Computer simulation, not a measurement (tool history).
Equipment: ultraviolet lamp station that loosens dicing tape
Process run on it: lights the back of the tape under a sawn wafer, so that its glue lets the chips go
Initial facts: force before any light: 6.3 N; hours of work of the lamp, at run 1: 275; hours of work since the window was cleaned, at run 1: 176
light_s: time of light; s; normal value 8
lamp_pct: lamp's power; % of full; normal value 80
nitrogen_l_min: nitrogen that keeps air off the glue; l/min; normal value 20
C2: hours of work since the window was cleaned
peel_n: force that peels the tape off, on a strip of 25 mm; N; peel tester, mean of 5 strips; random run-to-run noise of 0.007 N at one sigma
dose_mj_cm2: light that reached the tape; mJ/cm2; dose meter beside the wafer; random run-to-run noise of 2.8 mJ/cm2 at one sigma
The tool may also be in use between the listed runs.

{"run": 1, "day": 0.0, "light_s": 8, "lamp_pct": 80, "nitrogen_l_min": 20, "hours of work of the lamp": 275, "C2": 176, "peel_n": 0.31, "dose_mj_cm2": 318}
{"run": 2, "day": 2.65, "light_s": 8, "lamp_pct": 80, "nitrogen_l_min": 7, "hours of work of the lamp": 308, "C2": 209, "peel_n": 0.707, "dose_mj_cm2": 316}
{"run": 3, "day": 4.754, "light_s": 8, "lamp_pct": 80, "nitrogen_l_min": 7, "hours of work of the lamp": 334, "C2": 235, "peel_n": 0.716, "dose_mj_cm2": 302}
{"day": 4.921, "done": "window cleaned of glue's vapour"}
{"run": 4, "day": 6.125, "light_s": 8, "lamp_pct": 80, "nitrogen_l_min": 7, "hours of work of the lamp": 351, "C2": 15, "peel_n": 0.801, "dose_mj_cm2": 294}
{"run": 5, "day": 8.554, "light_s": 8, "lamp_pct": 80, "nitrogen_l_min": 20, "hours of work of the lamp": 381, "C2": 45, "peel_n": 0.375, "dose_mj_cm2": 285}
{"run": 6, "day": 10.321, "light_s": 8, "lamp_pct": 80, "nitrogen_l_min": 8, "hours of work of the lamp": 403, "C2": 67, "peel_n": 0.767, "dose_mj_cm2": 278}
{"run": 7, "day": 12.562, "light_s": 8, "lamp_pct": 80, "nitrogen_l_min": 20, "hours of work of the lamp": 430, "C2": 94, "peel_n": 0.419, "dose_mj_cm2": 269}
{"run": 8, "day": 14.696, "light_s": 8, "lamp_pct": 80, "nitrogen_l_min": 20, "hours of work of the lamp": 457, "C2": 121, "peel_n": 0.441, "dose_mj_cm2": 261}
{"run": 9, "day": 16.921, "light_s": 8, "lamp_pct": 80, "nitrogen_l_min": 20, "hours of work of the lamp": 484, "C2": 148, "peel_n": 0.452, "dose_mj_cm2": 254}
{"day": 18.329, "done": "window cleaned of glue's vapour, once more"}
{"run": 10, "day": 18.825, "light_s": 8, "lamp_pct": 80, "nitrogen_l_min": 20, "hours of work of the lamp": 507, "C2": 6, "peel_n": 0.38, "dose_mj_cm2": 282}
{"run": 11, "day": 20.925, "light_s": 13, "lamp_pct": 80, "nitrogen_l_min": 20, "hours of work of the lamp": 533, "C2": 32, "peel_n": 0.215, "dose_mj_cm2": 451}
{"run": 12, "day": 22.942, "light_s": 13, "lamp_pct": 80, "nitrogen_l_min": 20, "hours of work of the lamp": 558, "C2": 57, "peel_n": 0.222, "dose_mj_cm2": 437}
{"run": 13, "day": 25.192, "light_s": 13, "lamp_pct": 80, "nitrogen_l_min": 20, "hours of work of the lamp": 586, "C2": 85, "peel_n": 0.242, "dose_mj_cm2": 432}
{"run": 14, "day": 27.679, "light_s": 13, "lamp_pct": 80, "nitrogen_l_min": 20, "hours of work of the lamp": 617, "C2": 116, "peel_n": 0.227, "dose_mj_cm2": 413}
{"run": 15, "day": 29.692, "light_s": 13, "lamp_pct": 80, "nitrogen_l_min": 20, "hours of work of the lamp": 642, "C2": 140, "peel_n": 0.247, "dose_mj_cm2": 402}
{"run": 16, "day": 32.112, "light_s": 8, "lamp_pct": 61, "nitrogen_l_min": 20, "hours of work of the lamp": 672, "C2": 170, "peel_n": 0.813, "dose_mj_cm2": 181}
{"run": 17, "day": 33.792, "light_s": 8, "lamp_pct": 61, "nitrogen_l_min": 20, "hours of work of the lamp": 692, "C2": 191, "peel_n": 0.86, "dose_mj_cm2": 177}
{"run": 18, "day": 36.692, "light_s": 8, "lamp_pct": 61, "nitrogen_l_min": 20, "hours of work of the lamp": 728, "C2": 227, "peel_n": 0.92, "dose_mj_cm2": 170}
{"day": 37.467, "done": "window cleaned of glue's vapour"}
{"run": 19, "day": 38.292, "light_s": 8, "lamp_pct": 61, "nitrogen_l_min": 20, "hours of work of the lamp": 748, "C2": 10, "peel_n": 0.861, "dose_mj_cm2": 183}
{"run": 20, "day": 39.65, "light_s": 8, "lamp_pct": 61, "nitrogen_l_min": 20, "hours of work of the lamp": 764, "C2": 27, "peel_n": 0.855, "dose_mj_cm2": 174}
{"run": 21, "day": 42.121, "light_s": 8, "lamp_pct": 61, "nitrogen_l_min": 20, "hours of work of the lamp": 795, "C2": 57, "peel_n": 0.947, "dose_mj_cm2": 171}
{"day": 44.0, "done": "lamp changed"}
{"run": 22, "day": 44.554, "light_s": 8, "lamp_pct": 61, "nitrogen_l_min": 20, "hours of work of the lamp": 7, "C2": 87, "peel_n": 0.366, "dose_mj_cm2": 295}
{"run": 23, "day": 45.962, "light_s": 8, "lamp_pct": 82, "nitrogen_l_min": 23, "hours of work of the lamp": 24, "C2": 104, "peel_n": 0.242, "dose_mj_cm2": 387}
{"run": 24, "day": 47.812, "light_s": 12, "lamp_pct": 89, "nitrogen_l_min": 20, "hours of work of the lamp": 47, "C2": 127, "peel_n": 0.207, "dose_mj_cm2": 619}
{"run": 25, "day": 49.592, "light_s": 12, "lamp_pct": 89, "nitrogen_l_min": 20, "hours of work of the lamp": 69, "C2": 149, "peel_n": 0.19, "dose_mj_cm2": 610}
{"run": 26, "day": 51.175, "light_s": 12, "lamp_pct": 89, "nitrogen_l_min": 20, "hours of work of the lamp": 89, "C2": 169, "peel_n": 0.206, "dose_mj_cm2": 597}
{"run": 27, "day": 52.538, "light_s": 6, "lamp_pct": 87, "nitrogen_l_min": 16, "hours of work of the lamp": 105, "C2": 186, "peel_n": 0.437, "dose_mj_cm2": 286}
{"run": 28, "day": 54.862, "light_s": 14, "lamp_pct": 94, "nitrogen_l_min": 7, "hours of work of the lamp": 134, "C2": 214, "peel_n": 0.222, "dose_mj_cm2": 708}
{"day": 56.775, "done": "window cleaned of glue's vapour"}
{"run": 29, "day": 57.233, "light_s": 14, "lamp_pct": 94, "nitrogen_l_min": 7, "hours of work of the lamp": 163, "C2": 6, "peel_n": 0.205, "dose_mj_cm2": 726}
{"run": 30, "day": 58.9, "light_s": 4, "lamp_pct": 86, "nitrogen_l_min": 7, "hours of work of the lamp": 184, "C2": 26, "peel_n": 1.602, "dose_mj_cm2": 190}
{"run": 31, "day": 60.904, "light_s": 9, "lamp_pct": 70, "nitrogen_l_min": 30, "hours of work of the lamp": 209, "C2": 51, "peel_n": 0.247, "dose_mj_cm2": 331}
{"run": 32, "day": 63.85, "light_s": 8, "lamp_pct": 82, "nitrogen_l_min": 27, "hours of work of the lamp": 245, "C2": 87, "peel_n": 0.268, "dose_mj_cm2": 341}
{"run": 33, "day": 65.242, "light_s": 9, "lamp_pct": 84, "nitrogen_l_min": 30, "hours of work of the lamp": 262, "C2": 105, "peel_n": 0.214, "dose_mj_cm2": 384}
{"run": 34, "day": 67.104, "light_s": 9, "lamp_pct": 62, "nitrogen_l_min": 39, "hours of work of the lamp": 285, "C2": 128, "peel_n": 0.29, "dose_mj_cm2": 280}
{"run": 35, "day": 69.108, "light_s": 14, "lamp_pct": 82, "nitrogen_l_min": 8, "hours of work of the lamp": 310, "C2": 152, "peel_n": 0.246, "dose_mj_cm2": 557}
{"run": 36, "day": 70.708, "light_s": 14, "lamp_pct": 82, "nitrogen_l_min": 8, "hours of work of the lamp": 330, "C2": 172, "peel_n": 0.25, "dose_mj_cm2": 542}
{"run": 37, "day": 72.792, "light_s": 14, "lamp_pct": 82, "nitrogen_l_min": 8, "hours of work of the lamp": 355, "C2": 198, "peel_n": 0.273, "dose_mj_cm2": 538}
{"run": 38, "day": 75.667, "light_s": 14, "lamp_pct": 82, "nitrogen_l_min": 8, "hours of work of the lamp": 391, "C2": 233, "peel_n": 0.276, "dose_mj_cm2": 520}
{"day": 75.892, "done": "window cleaned of glue's vapour"}
{"run": 39, "day": 77.6, "light_s": 8, "lamp_pct": 93, "nitrogen_l_min": 10, "hours of work of the lamp": 415, "C2": 21, "peel_n": 0.433, "dose_mj_cm2": 349}
{"run": 40, "day": 80.204, "light_s": 6, "lamp_pct": 77, "nitrogen_l_min": 10, "hours of work of the lamp": 447, "C2": 53, "peel_n": 1.065, "dose_mj_cm2": 210}
{"run": 41, "day": 82.521, "light_s": 6, "lamp_pct": 77, "nitrogen_l_min": 10, "hours of work of the lamp": 475, "C2": 82, "peel_n": 1.144, "dose_mj_cm2": 205}
{"run": 42, "day": 84.833, "light_s": 5, "lamp_pct": 89, "nitrogen_l_min": 10, "hours of work of the lamp": 504, "C2": 110, "peel_n": 1.24, "dose_mj_cm2": 189}
{"run": 43, "day": 86.783, "light_s": 5, "lamp_pct": 70, "nitrogen_l_min": 14, "hours of work of the lamp": 528, "C2": 135, "peel_n": 1.479, "dose_mj_cm2": 147}

Alternative continuations, all from the tool just after run 43; predict every row:
{"run": "A", "day": 88.133, "light_s": 14, "lamp_pct": 82, "nitrogen_l_min": 14, "hours of work of the lamp": 545, "C2": 151, "peel_n": "?", "dose_mj_cm2": "?"}
{"run": "B", "day": 88.133, "light_s": 9, "lamp_pct": 65, "nitrogen_l_min": 10, "hours of work of the lamp": 545, "C2": 151, "peel_n": "?", "dose_mj_cm2": "?"}
{"run": "C", "day": 88.133, "light_s": 5, "lamp_pct": 81, "nitrogen_l_min": 38, "hours of work of the lamp": 545, "C2": 151, "peel_n": "?", "dose_mj_cm2": "?"}
{"run": "D", "day": 88.133, "light_s": 5, "lamp_pct": 64, "nitrogen_l_min": 14, "hours of work of the lamp": 545, "C2": 151, "peel_n": "?", "dose_mj_cm2": "?"}

run=A peel_n=0.243 dose_mj_cm2=466
run=B peel_n=0.855 dose_mj_cm2=238
run=C peel_n=0.676 dose_mj_cm2=169
run=D peel_n=1.713 dose_mj_cm2=133
With the hidden condition removed and each run's random variation left untouched, the same runs would have given:
run=A peel_n=0.207 dose_mj_cm2=708
run=B peel_n=0.411 dose_mj_cm2=361
run=C peel_n=0.328 dose_mj_cm2=255
run=D peel_n=0.940 dose_mj_cm2=200
